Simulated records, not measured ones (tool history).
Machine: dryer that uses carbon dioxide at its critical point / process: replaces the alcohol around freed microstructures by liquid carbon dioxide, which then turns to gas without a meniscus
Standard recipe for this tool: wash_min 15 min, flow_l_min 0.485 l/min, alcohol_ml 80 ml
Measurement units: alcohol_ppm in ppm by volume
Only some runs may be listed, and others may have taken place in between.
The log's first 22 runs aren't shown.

| run | hour | wash_min | flow_l_min | alcohol_ml | hours of work since the filter was changed | hours of work since the purifier's bed was changed | alcohol_ppm |
|---|---|---|---|---|---|---|---|
|  | 340.1 | inlet filter changed |
| 23 | 347.6 | 19 | 0.470 | 117 | 4 | 328 | 267 |
| 24 | 363.2 | 15 | 0.485 | 30 | 12 | 336 | 202 |
| 25 | 379.3 | 15 | 0.485 | 21 | 20 | 344 | 148 |
| 26 | 399.7 | 15 | 0.485 | 21 | 31 | 355 | 172 |
| 27 | 411.4 | 15 | 0.485 | 21 | 37 | 361 | 169 |
| 28 | 433.7 | 10 | 0.485 | 44 | 48 | 372 | 1624 |
| 29 | 450.3 | 16 | 0.737 | 44 | 57 | 381 | 43 |
| 30 | 464.4 | 16 | 0.645 | 80 | 64 | 388 | 104 |
| 31 | 476.2 | 13 | 0.645 | 22 | 70 | 394 | 108 |
| 32 | 493.9 | 13 | 0.618 | 72 | 79 | 403 | 333 |
| 33 | 510.0 | 13 | 0.618 | 72 | 88 | 412 | 332 |
| 34 | 533.1 | 12 | 0.294 | 72 | 100 | 424 | 6293 |
| 35 | 553.8 | 15 | 0.485 | 34 | 110 | 434 | 285 |
| 36 | 563.7 | 15 | 0.485 | 34 | 115 | 439 | 276 |
| 37 | 586.0 | 15 | 0.485 | 34 | 127 | 451 | 275 |
| 38 | 603.3 | 15 | 0.485 | 34 | 136 | 460 | 290 |
| 39 | 618.6 | 15 | 0.485 | 34 | 144 | 468 | 292 |
| 40 | 634.1 | 15 | 0.485 | 34 | 152 | 476 | 292 |
| 41 | 649.3 | 15 | 0.308 | 53 | 160 | 484 | 2287 |

Alternative continuations, all from the tool just after run 41; predict every row:
| A | 669.1 | 9 | 0.485 | 80 | 170 | 494 | ? |
| B | 669.1 | 15 | 0.426 | 111 | 170 | 494 | ? |
| C | 669.1 | 15 | 0.572 | 80 | 170 | 494 | ? |
| D | 669.1 | 15 | 0.308 | 41 | 170 | 494 | ? |

| run | alcohol_ppm |
|---|---|
| A | 4247 |
| B | 1555 |
| C | 304 |
| D | 1833 |
Stripped of hidden state, with their random variation kept, the same runs would have yielded:
| run | alcohol_ppm |
|---|---|
| A | 3681 |
| B | 1246 |
| C | 210 |
| D | 1556 |
